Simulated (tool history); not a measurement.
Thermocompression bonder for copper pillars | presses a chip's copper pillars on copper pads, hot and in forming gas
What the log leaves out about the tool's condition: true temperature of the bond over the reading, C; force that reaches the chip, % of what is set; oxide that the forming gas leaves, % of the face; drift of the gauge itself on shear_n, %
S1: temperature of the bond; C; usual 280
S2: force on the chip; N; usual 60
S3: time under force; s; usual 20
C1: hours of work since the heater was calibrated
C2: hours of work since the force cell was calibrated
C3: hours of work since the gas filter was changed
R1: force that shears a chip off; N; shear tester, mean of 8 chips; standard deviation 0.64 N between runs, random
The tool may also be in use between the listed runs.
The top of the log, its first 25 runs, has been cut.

run 26 day=36.767 | S1=287 S2=60 S3=16 | C1=349 C2=860 C3=73 | R1=39.5
run 27 day=37.983 | S1=287 S2=60 S3=16 | C1=367 C2=878 C3=91 | R1=40.1
run 28 day=39.167 | S1=258 S2=85 S3=33 | C1=384 C2=896 C3=108 | R1=45.8
run 29 day=40.792 | S1=261 S2=37 S3=34 | C1=408 C2=920 C3=132 | R1=19.8
run 30 day=41.896 | S1=305 S2=66 S3=14 | C1=425 C2=936 C3=149 | R1=52.4
run 31 day=42.829 | S1=298 S2=78 S3=10 | C1=438 C2=950 C3=163 | R1=50.2
run 32 day=44.379 | S1=298 S2=78 S3=10 | C1=461 C2=973 C3=186 | R1=50.6
run 33 day=46.196 | S1=298 S2=81 S3=22 | C1=488 C2=1000 C3=213 | R1=62.6
run 34 day=47.729 | S1=268 S2=60 S3=20 | C1=511 C2=1023 C3=235 | R1=31.1
run 35 day=48.9 | S1=284 S2=48 S3=20 | C1=529 C2=1040 C3=253 | R1=31.5
-- day=50.529 forming gas filter changed
run 36 day=50.579 | S1=284 S2=48 S3=20 | C1=553 C2=1064 C3=1 | R1=32.1
run 37 day=52.317 | S1=273 S2=45 S3=32 | C1=579 C2=1090 C3=26 | R1=29.8
run 38 day=53.792 | S1=291 S2=72 S3=17 | C1=601 C2=1112 C3=48 | R1=50.1
run 39 day=55.312 | S1=291 S2=72 S3=17 | C1=623 C2=1135 C3=71 | R1=49.7

3 options for the next run, each taken on its own from the tool as it stands now. Forecast them:
run A day=56.262 | S1=300 S2=55 S3=39 | C1=637 C2=1149 C3=85 | R1=?
run B day=56.262 | S1=291 S2=50 S3=17 | C1=637 C2=1149 C3=85 | R1=?
run C day=56.262 | S1=291 S2=72 S3=15 | C1=637 C2=1149 C3=85 | R1=?

run=A R1=56.9
run=B R1=35.6
run=C R1=48.3
With the hidden condition removed and each run's random variation left untouched, the same runs would have given:
run=A R1=59.1
run=B R1=37.4
run=C R1=50.5

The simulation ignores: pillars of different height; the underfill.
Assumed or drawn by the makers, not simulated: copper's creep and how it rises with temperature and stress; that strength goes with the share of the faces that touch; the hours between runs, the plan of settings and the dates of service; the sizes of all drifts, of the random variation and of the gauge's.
